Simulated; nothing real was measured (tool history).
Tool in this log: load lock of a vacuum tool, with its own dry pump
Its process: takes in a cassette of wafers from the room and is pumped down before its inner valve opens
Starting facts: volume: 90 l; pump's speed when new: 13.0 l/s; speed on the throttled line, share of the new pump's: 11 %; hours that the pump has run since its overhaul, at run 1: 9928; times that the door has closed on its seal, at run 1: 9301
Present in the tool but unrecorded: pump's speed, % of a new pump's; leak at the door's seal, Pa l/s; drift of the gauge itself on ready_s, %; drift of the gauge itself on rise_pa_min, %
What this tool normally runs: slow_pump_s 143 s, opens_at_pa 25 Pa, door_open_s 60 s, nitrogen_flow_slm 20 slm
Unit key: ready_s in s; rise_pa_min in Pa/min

| run | day | slow_pump_s | opens_at_pa | door_open_s | nitrogen_flow_slm | hours that the pump has run since its overhaul | times that the door has closed on its seal | incoming humidity of the room's air, % | ready_s | rise_pa_min |
|---|---|---|---|---|---|---|---|---|---|---|
| 1 | 0.000 | 143 | 25 | 60 | 20 | 9928 | 9301 | 43.6 | 188.1 | 0.066 |
| 2 | 8.333 | 143 | 25 | 60 | 20 | 10128 | 9727 | 44.8 | 188.0 | 0.069 |
| 3 | 17.104 | 143 | 25 | 60 | 20 | 10339 | 10176 | 40.7 | 188.0 | 0.068 |
| 4 | 21.958 | 143 | 25 | 60 | 20 | 10455 | 10424 | 43.1 | 188.6 | 0.070 |
| 5 | 27.775 | 143 | 25 | 60 | 20 | 10595 | 10722 | 45.0 | 188.6 | 0.078 |
| 6 | 32.742 | 143 | 50 | 60 | 20 | 10714 | 10975 | 40.8 | 182.8 | 0.069 |
| 7 | 38.225 | 143 | 25 | 172 | 20 | 10846 | 11256 | 47.8 | 188.1 | 0.104 |
| 8 | 44.271 | 143 | 19 | 60 | 20 | 10991 | 11565 | 44.1 | 190.9 | 0.076 |
| 9 | 51.912 | 143 | 25 | 60 | 20 | 11174 | 11956 | 46.6 | 188.4 | 0.087 |
| 10 | 63.375 | 143 | 25 | 60 | 20 | 11449 | 12542 | 43.5 | 188.2 | 0.079 |
| 11 | 69.108 | 143 | 25 | 39 | 20 | 11587 | 12836 | 49.4 | 189.1 | 0.077 |
| 12 | 80.579 | 143 | 20 | 60 | 20 | 11862 | 13422 | 42.4 | 189.7 | 0.084 |
| 13 | 88.300 | 143 | 25 | 73 | 20 | 12047 | 13817 | 45.4 | 188.8 | 0.102 |
| 14 | 98.000 | 143 | 41 | 60 | 9 | 12280 | 14314 | 42.8 | 184.6 | 0.102 |
| 15 | 106.308 | 143 | 41 | 60 | 9 | 12480 | 14739 | 45.6 | 184.6 | 0.114 |
| 16 | 116.612 | 109 | 41 | 60 | 21 | 12727 | 15266 | 44.4 | 154.3 | 0.100 |
| 17 | 123.450 | 109 | 41 | 60 | 21 | 12891 | 15615 | 45.8 | 154.3 | 0.103 |
| 18 | 130.125 | 215 | 33 | 60 | 19 | 13051 | 15957 | 43.9 | 249.6 | 0.110 |
| 19 | 138.200 | 143 | 33 | 60 | 20 | 13245 | 16370 | 47.4 | 186.7 | 0.115 |
| 20 | 147.346 | 143 | 33 | 60 | 20 | 13464 | 16838 | 41.8 | 186.5 | 0.118 |
| 21 | 155.662 | 143 | 33 | 60 | 20 | 13664 | 17263 | 47.2 | 187.2 | 0.124 |
| 22 | 165.042 | 88 | 32 | 27 | 20 | 13889 | 17743 | 47.2 | 138.5 | 0.111 |
| 23 | 172.325 | 128 | 25 | 186 | 11 | 14064 | 18115 | 45.1 | 175.7 | 0.170 |
| 24 | 178.921 | 128 | 25 | 186 | 11 | 14222 | 18453 | 45.2 | 176.1 | 0.171 |
| 25 | 187.254 | 141 | 21 | 67 | 10 | 14422 | 18879 | 44.1 | 188.3 | 0.150 |

What if the next run were any one of these 3? Each begins from the tool's condition after run 25:
| A | 195.571 | 143 | 19 | 60 | 20 | 14622 | 19305 | 46.3 | ? | ? |
| B | 195.571 | 143 | 23 | 60 | 20 | 14622 | 19305 | 44.7 | ? | ? |
| C | 195.571 | 143 | 25 | 139 | 22 | 14622 | 19305 | 43.8 | ? | ? |

| run | ready_s | rise_pa_min |
|---|---|---|
| A | 191.6 | 0.135 |
| B | 190.4 | 0.140 |
| C | 188.9 | 0.158 |
Without the tool's hidden state the same runs would have given:
| run | ready_s | rise_pa_min |
|---|---|---|
| A | 187.2 | 0.024 |
| B | 186.0 | 0.030 |
| C | 184.7 | 0.047 |

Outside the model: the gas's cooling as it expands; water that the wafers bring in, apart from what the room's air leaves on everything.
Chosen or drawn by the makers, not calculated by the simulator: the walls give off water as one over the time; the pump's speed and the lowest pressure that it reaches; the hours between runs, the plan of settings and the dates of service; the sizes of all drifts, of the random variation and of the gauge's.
